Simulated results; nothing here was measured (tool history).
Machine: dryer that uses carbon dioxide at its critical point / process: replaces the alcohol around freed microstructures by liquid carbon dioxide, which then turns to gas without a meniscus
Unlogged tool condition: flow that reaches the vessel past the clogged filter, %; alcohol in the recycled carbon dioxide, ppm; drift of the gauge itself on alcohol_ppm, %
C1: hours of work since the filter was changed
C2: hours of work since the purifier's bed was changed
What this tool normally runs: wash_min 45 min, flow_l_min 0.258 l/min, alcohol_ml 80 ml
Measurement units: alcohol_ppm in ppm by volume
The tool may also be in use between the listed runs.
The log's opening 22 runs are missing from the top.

Run 23, hour 162.3: usual settings but alcohol_ml 51 ml; C1 323; C2 64. Result: alcohol_ppm 445 ppm by volume.
Run 24, hour 168.5: usual settings but wash_min 56 min, flow_l_min 0.220 l/min; C1 325; C2 66. Result: alcohol_ppm 581 ppm by volume.
Run 25, hour 175.2: usual settings but flow_l_min 0.181 l/min, alcohol_ml 34 ml; C1 327; C2 69. Result: alcohol_ppm 1064 ppm by volume.
Run 26, hour 183.3: usual settings but flow_l_min 0.251 l/min; C1 330; C2 72. Result: alcohol_ppm 765 ppm by volume.
Run 27, hour 191.2: usual settings but flow_l_min 0.251 l/min; C1 333; C2 74. Result: alcohol_ppm 797 ppm by volume.
Run 28, hour 200.8: usual settings but flow_l_min 0.278 l/min; C1 336; C2 78. Result: alcohol_ppm 492 ppm by volume.
Run 29, hour 206.7: usual settings but wash_min 51 min, flow_l_min 0.170 l/min, alcohol_ml 20 ml; C1 338; C2 80. Result: alcohol_ppm 539 ppm by volume.
Run 30, hour 215.3: usual settings but wash_min 50 min, flow_l_min 0.170 l/min, alcohol_ml 83 ml; C1 341; C2 83. Result: alcohol_ppm 2312 ppm by volume.
Run 31, hour 220.2: usual settings but wash_min 50 min, flow_l_min 0.170 l/min, alcohol_ml 83 ml; C1 343; C2 84. Result: alcohol_ppm 2366 ppm by volume.
Run 32, hour 228.9: usual settings but wash_min 50 min, flow_l_min 0.170 l/min, alcohol_ml 83 ml; C1 346; C2 87. Result: alcohol_ppm 2390 ppm by volume.
Run 33, hour 238.0: usual settings but wash_min 71 min, alcohol_ml 91 ml; C1 349; C2 91. Result: alcohol_ppm 93 ppm by volume.
Run 34, hour 247.1: usual settings but wash_min 55 min; C1 353; C2 94. Result: alcohol_ppm 300 ppm by volume.
Run 35, hour 253.1: usual settings but wash_min 55 min; C1 355; C2 96. Result: alcohol_ppm 298 ppm by volume.
Run 36, hour 260.1: usual settings but wash_min 42 min, flow_l_min 0.212 l/min; C1 357; C2 98. Result: alcohol_ppm 1906 ppm by volume.
Run 37, hour 269.1: usual settings but wash_min 42 min, flow_l_min 0.212 l/min; C1 360; C2 102. Result: alcohol_ppm 1881 ppm by volume.
Run 38, hour 278.1: usual settings but wash_min 67 min, flow_l_min 0.172 l/min, alcohol_ml 69 ml; C1 363; C2 105. Result: alcohol_ppm 738 ppm by volume.
Run 39, hour 285.2: usual settings but flow_l_min 0.351 l/min, alcohol_ml 43 ml; C1 366; C2 107. Result: alcohol_ppm 100 ppm by volume.
Run 40, hour 294.3: usual settings but flow_l_min 0.351 l/min, alcohol_ml 43 ml; C1 369; C2 110. Result: alcohol_ppm 97 ppm by volume.
Run 41, hour 300.1: usual settings but flow_l_min 0.351 l/min, alcohol_ml 43 ml; C1 371; C2 113. Result: alcohol_ppm 101 ppm by volume.
Run 42, hour 308.7: usual settings but wash_min 32 min, flow_l_min 0.222 l/min, alcohol_ml 25 ml; C1 374; C2 116. Result: alcohol_ppm 1124 ppm by volume.
Run 43, hour 316.0: usual settings but wash_min 32 min, flow_l_min 0.222 l/min, alcohol_ml 25 ml; C1 377; C2 118. Result: alcohol_ppm 1092 ppm by volume.
Run 44, hour 325.5: usual settings but wash_min 33 min, flow_l_min 0.410 l/min, alcohol_ml 25 ml; C1 380; C2 121. Result: alcohol_ppm 127 ppm by volume.
Run 45, hour 330.5: usual settings but wash_min 33 min, flow_l_min 0.410 l/min, alcohol_ml 25 ml; C1 382; C2 123. Result: alcohol_ppm 125 ppm by volume.
Run 46, hour 338.7: usual settings but wash_min 33 min, flow_l_min 0.384 l/min, alcohol_ml 89 ml; C1 385; C2 126. Result: alcohol_ppm 506 ppm by volume.

Below are 3 alternative next runs, each starting from the tool's condition after run 46. Predict each:
Run A, hour 346.7: usual settings but wash_min 64 min, flow_l_min 0.215 l/min; C1 387; C2 129. Result: alcohol_ppm ?.
Run B, hour 346.7: usual settings but wash_min 30 min, flow_l_min 0.385 l/min; C1 387; C2 129. Result: alcohol_ppm ?.
Run C, hour 346.7: usual settings but flow_l_min 0.195 l/min, alcohol_ml 100 ml; C1 387; C2 129. Result: alcohol_ppm ?.

run  alcohol_ppm
  A          384
  B          662
  C         2580
Without the tool's hidden state the same runs would have given:
run  alcohol_ppm
  A          290
  B          524
  C         2218
